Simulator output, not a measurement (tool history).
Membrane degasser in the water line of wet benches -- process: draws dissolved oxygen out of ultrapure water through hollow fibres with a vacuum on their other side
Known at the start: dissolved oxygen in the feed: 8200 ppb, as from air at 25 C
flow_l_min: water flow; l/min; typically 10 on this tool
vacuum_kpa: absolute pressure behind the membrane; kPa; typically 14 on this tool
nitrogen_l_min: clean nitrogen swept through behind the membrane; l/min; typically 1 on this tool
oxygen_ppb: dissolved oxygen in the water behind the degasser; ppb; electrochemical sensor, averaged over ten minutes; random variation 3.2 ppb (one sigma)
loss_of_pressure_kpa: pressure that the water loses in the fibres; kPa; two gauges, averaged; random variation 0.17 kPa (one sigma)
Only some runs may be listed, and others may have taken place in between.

run	hour	flow_l_min	vacuum_kpa	nitrogen_l_min	oxygen_ppb	loss_of_pressure_kpa
1	0	10	14	1	333.9	26.35
2	71.7	10	14	1	330	25.97
3	127.1	10	14	1	330.3	26.19
4	164.4	10	14	1	326.9	26.24
5	232.4	10	14	1.34	268.5	25.93
6	286.6	10	14	1.34	275.3	26.62
7	363.7	10	14	1.34	266.8	26.63
8	436.3	10	14	1.34	267.8	26.52
9	501.5	10	14	1.34	273.1	26.03
10	543.3	10	14	1.28	276.4	26.23
11	601	10	14	1.28	281.3	26.42
12	634.8	10	14	1.28	290.3	26.25
13	679.4	10	14	1.28	285.9	26.58
14	751.3	9	14	0.45	530.4	23.87
15	787.8	13	20.5	1.19	586.6	34.4
# hour 795.4: vacuum gauge calibrated
16	833.6	6	20.5	0.68	378	15.99
17	910.2	6	20.5	0.68	381.8	16.09
# hour 957.7: vacuum gauge calibrated, once more
18	985.8	7	16.4	1.4	183.8	18.66
19	1042	7	10.1	1.96	84.2	18.67
20	1085.1	10	11.1	2.81	150.9	26.55
21	1127.7	10	11.1	2.81	150.2	26.43
22	1178.8	10	11.1	2.81	149.5	26.47
23	1230.8	10	11.1	2.81	149.9	26.76
24	1287.6	10	11.1	2.81	147.3	26.6

Results per run with the tool's hidden condition removed, run-to-run variation unchanged:
The hidden state here: membrane still open, %; true pressure behind the membrane over the reading, kPa; air that leaks in behind the membrane, l/min; drift of the gauge itself on oxygen_ppb, %; drift of the gauge itself on loss_of_pressure_kpa, %.
run	oxygen_ppb	loss_of_pressure_kpa
1	320.7	26.07
2	316.5	25.67
3	316.5	25.87
4	313	25.91
5	256.2	25.58
6	262.3	26.25
7	253.8	26.24
8	254.5	26.1
9	259.1	25.59
10	262.1	25.78
11	266.4	25.95
12	274.8	25.77
13	270.4	26.08
14	507.7	23.4
15	562.6	33.71
16	357.1	15.66
17	360.4	15.74
18	175.9	18.24
19	79.1	18.24
20	140.7	25.92
21	139.7	25.79
22	138.9	25.82
23	139	26.08
24	136.4	25.9
